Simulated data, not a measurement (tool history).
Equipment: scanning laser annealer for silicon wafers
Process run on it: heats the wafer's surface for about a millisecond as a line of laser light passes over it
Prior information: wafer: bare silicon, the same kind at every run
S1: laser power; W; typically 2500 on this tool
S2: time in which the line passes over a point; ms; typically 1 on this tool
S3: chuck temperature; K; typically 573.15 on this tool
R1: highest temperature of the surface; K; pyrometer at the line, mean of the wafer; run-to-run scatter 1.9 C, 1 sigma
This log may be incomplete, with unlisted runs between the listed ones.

| run | hour | S1 | S2 | S3 | R1 |
|---|---|---|---|---|---|
| 1 | 0 | 2500 | 1 | 573.15 | 1401.15 |
| 2 | 33.4 | 2500 | 1 | 573.15 | 1396.15 |
| 3 | 62.6 | 2500 | 1 | 573.15 | 1393.15 |
| 4 | 125.1 | 2500 | 0.71 | 573.15 | 1254.15 |
| 5 | 159.4 | 2500 | 1 | 573.15 | 1382.15 |
| 6 | 214.2 | 2500 | 1 | 573.15 | 1378.15 |
| 7 | 258.4 | 2500 | 1 | 573.15 | 1376.15 |
| 8 | 310.1 | 2500 | 1 | 573.15 | 1373.15 |
| 9 | 343.7 | 2500 | 1 | 593.15 | 1388.15 |
| 10 | 401.9 | 2500 | 1 | 593.15 | 1385.15 |
| 11 | 470.4 | 2179 | 1 | 593.15 | 1245.15 |
|  | 520.2 | window over the wafer cleaned |
| 12 | 526.6 | 2500 | 0.72 | 573.15 | 1261.15 |
| 13 | 593.4 | 2241 | 0.72 | 573.15 | 1165.15 |
| 14 | 657.5 | 2241 | 0.72 | 573.15 | 1161.15 |
| 15 | 705.9 | 2241 | 0.72 | 573.15 | 1160.15 |
| 16 | 752.9 | 2241 | 0.72 | 573.15 | 1155.15 |
|  | 785.1 | optics aligned, line set to its width |
| 17 | 796.7 | 2241 | 0.7 | 573.15 | 1159.15 |
| 18 | 834 | 2241 | 0.7 | 573.15 | 1162.15 |
| 19 | 865.4 | 2241 | 0.7 | 573.15 | 1160.15 |
| 20 | 913.7 | 2193 | 1 | 573.15 | 1254.15 |

The next listed run, before its measurement:
| 21 | 979 | 2343 | 1.04 | 573.15 | ? |

{"run 21": {"R1": 1330.15}}
With no hidden state in the tool, this same run would have given R1 1361.15 K.

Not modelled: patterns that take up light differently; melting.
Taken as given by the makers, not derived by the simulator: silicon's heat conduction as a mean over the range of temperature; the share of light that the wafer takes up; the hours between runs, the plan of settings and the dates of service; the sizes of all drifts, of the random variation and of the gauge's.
